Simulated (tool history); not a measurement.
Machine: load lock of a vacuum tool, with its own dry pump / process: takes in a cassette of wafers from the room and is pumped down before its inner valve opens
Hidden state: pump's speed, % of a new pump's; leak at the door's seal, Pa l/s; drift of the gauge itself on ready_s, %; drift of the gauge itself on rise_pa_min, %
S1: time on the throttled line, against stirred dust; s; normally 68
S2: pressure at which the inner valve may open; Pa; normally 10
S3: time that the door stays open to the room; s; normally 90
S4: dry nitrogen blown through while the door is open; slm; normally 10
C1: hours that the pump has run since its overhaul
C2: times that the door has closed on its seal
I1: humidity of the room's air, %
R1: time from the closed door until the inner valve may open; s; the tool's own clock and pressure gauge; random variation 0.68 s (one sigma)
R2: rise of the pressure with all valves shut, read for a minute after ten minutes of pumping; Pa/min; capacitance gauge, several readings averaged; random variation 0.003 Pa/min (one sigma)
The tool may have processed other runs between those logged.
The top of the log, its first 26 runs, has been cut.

Run 27, hour 7503.7: usual settings but S1 87 s, S3 77 s; C1 7815; C2 9710; I1 44.1. Result: R1 122.7 s, R2 0.055 Pa/min.
Run 28, hour 7677.9: usual settings but S1 87 s, S3 77 s; C1 7989; C2 9889; I1 46.1. Result: R1 124.5 s, R2 0.065 Pa/min.
Run 29, hour 8011.7: usual settings but S1 38 s, S2 17 Pa, S3 44 s, S4 6 slm; C1 8323; C2 10233; I1 44.7. Result: R1 80.5 s, R2 0.042 Pa/min.
Run 30, hour 8217.2: usual settings but S1 38 s, S2 17 Pa, S3 44 s, S4 6 slm; C1 8529; C2 10445; I1 44.7. Result: R1 81.3 s, R2 0.052 Pa/min.
Run 31, hour 8406.7: usual settings but S1 38 s, S2 15 Pa, S3 138 s, S4 6 slm; C1 8718; C2 10640; I1 48.8. Result: R1 81.7 s, R2 0.098 Pa/min.
Run 32, hour 8820.1: usual settings but S1 38 s, S2 15 Pa, S3 138 s, S4 6 slm; C1 9131; C2 11066; I1 47.1. Result: R1 81.3 s, R2 0.095 Pa/min.
Run 33, hour 9027.2: usual settings but S1 60 s, S2 11 Pa, S3 38 s, S4 23 slm; C1 9339; C2 11280; I1 42.6. Result: R1 101.5 s, R2 0.035 Pa/min.
Run 34, hour 9276.0: usual settings but S1 60 s, S2 11 Pa, S3 38 s, S4 23 slm; C1 9587; C2 11536; I1 44.4. Result: R1 101.6 s, R2 0.039 Pa/min.
Run 35, hour 9603.6: usual settings but S1 60 s, S2 11 Pa, S3 38 s, S4 23 slm; C1 9915; C2 11874; I1 46.1. Result: R1 101.6 s, R2 0.036 Pa/min.
Run 36, hour 9924.3: usual settings but S1 60 s, S2 11 Pa, S3 38 s, S4 23 slm; C1 10236; C2 12204; I1 47.1. Result: R1 102.3 s, R2 0.039 Pa/min.

Branching from run 36: 4 alternative next runs. What would each branch give?
Run A, hour 10139.9: usual settings but S1 42 s, S2 7 Pa, S3 38 s, S4 4 slm; C1 10451; C2 12426; I1 44.5. Result: R1 ?, R2 ?.
Run B, hour 10139.9: usual settings but S1 37 s, S2 11 Pa, S3 38 s, S4 23 slm; C1 10451; C2 12426; I1 42.6. Result: R1 ?, R2 ?.
Run C, hour 10139.9: usual settings but S1 57 s, S2 11 Pa, S4 15 slm; C1 10451; C2 12426; I1 46.3. Result: R1 ?, R2 ?.
Run D, hour 10139.9: usual settings but S1 50 s, S2 11 Pa, S3 38 s, S4 23 slm; C1 10451; C2 12426; I1 45.5. Result: R1 ?, R2 ?.

run     R1     R2
  A   91.7  0.057
  B   85.2  0.048
  C  100.6  0.063
  D   95.6  0.038
With the hidden condition removed and each run's random variation left untouched, the same runs would have given:
run    R1     R2
  A  83.5  0.032
  B  77.3  0.022
  C  93.3  0.038
  D  88.1  0.013
